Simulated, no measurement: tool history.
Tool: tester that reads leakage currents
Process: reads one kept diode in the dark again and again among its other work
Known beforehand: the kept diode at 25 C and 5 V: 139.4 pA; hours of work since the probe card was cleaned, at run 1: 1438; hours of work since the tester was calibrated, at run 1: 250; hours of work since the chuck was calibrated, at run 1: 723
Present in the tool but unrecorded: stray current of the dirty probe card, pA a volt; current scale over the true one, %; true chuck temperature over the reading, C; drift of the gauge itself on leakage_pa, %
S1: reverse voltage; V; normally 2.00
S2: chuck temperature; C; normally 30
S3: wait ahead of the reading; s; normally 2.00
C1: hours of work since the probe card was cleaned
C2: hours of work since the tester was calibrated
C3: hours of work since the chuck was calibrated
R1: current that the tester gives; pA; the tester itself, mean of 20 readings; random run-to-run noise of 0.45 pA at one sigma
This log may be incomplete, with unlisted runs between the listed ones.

run,hour,S1,S2,S3,C1,C2,C3,R1
1,0.0,2.00,30,2.00,1438,250,723,165.63
2,42.6,2.00,30,1.02,1464,276,749,166.89
3,72.9,2.00,30,1.02,1482,294,767,166.05
4,114.5,4.10,30,1.02,1508,320,792,233.76
5,136.0,2.00,30,2.00,1521,333,805,167.12
6,170.7,2.00,30,2.00,1542,354,826,167.99
7,190.4,2.00,30,2.00,1553,366,838,167.59
# hour 196.7: probe card cleaned and baked
8,228.8,2.00,42,2.00,19,387,860,491.25
9,273.5,2.00,30,2.00,47,414,887,170.08
10,310.1,2.00,30,2.00,69,436,909,170.68
11,336.1,2.00,30,2.00,84,452,925,171.37
# hour 358.3: probe card cleaned and baked, once more
12,382.7,1.13,51,6.40,15,478,951,806.33
13,418.9,2.00,21,0.41,37,500,973,72.49
14,459.6,1.04,30,0.88,61,525,998,126.93
15,497.0,8.06,52,0.74,84,548,1020,2187.21
16,524.3,8.06,52,0.74,101,564,1037,2186.18
17,549.3,8.06,45,0.74,116,579,1052,1236.55
18,578.2,3.90,23,0.34,133,597,1069,122.41
19,613.8,3.92,31,2.00,155,618,1091,259.70
20,658.0,2.58,31,6.37,182,645,1118,215.00
21,707.1,2.58,31,6.37,211,675,1148,216.75
22,746.0,10.15,30,0.48,235,698,1171,373.14

Below are 4 alternative next runs, each starting from the tool's condition after run 22. Predict each:
A,781.1,13.66,50,2.00,256,720,1192,?
B,781.1,19.26,30,0.33,256,720,1192,?
C,781.1,10.15,42,3.18,256,720,1192,?
D,781.1,9.21,44,2.00,256,720,1192,?

run,R1
A,2440.67
B,503.13
C,1083.92
D,1227.51
Take away the tool's hidden state, keep each run's random variation, and the runs would have read:
run,R1
A,2084.27
B,419.56
C,917.91
D,1041.88
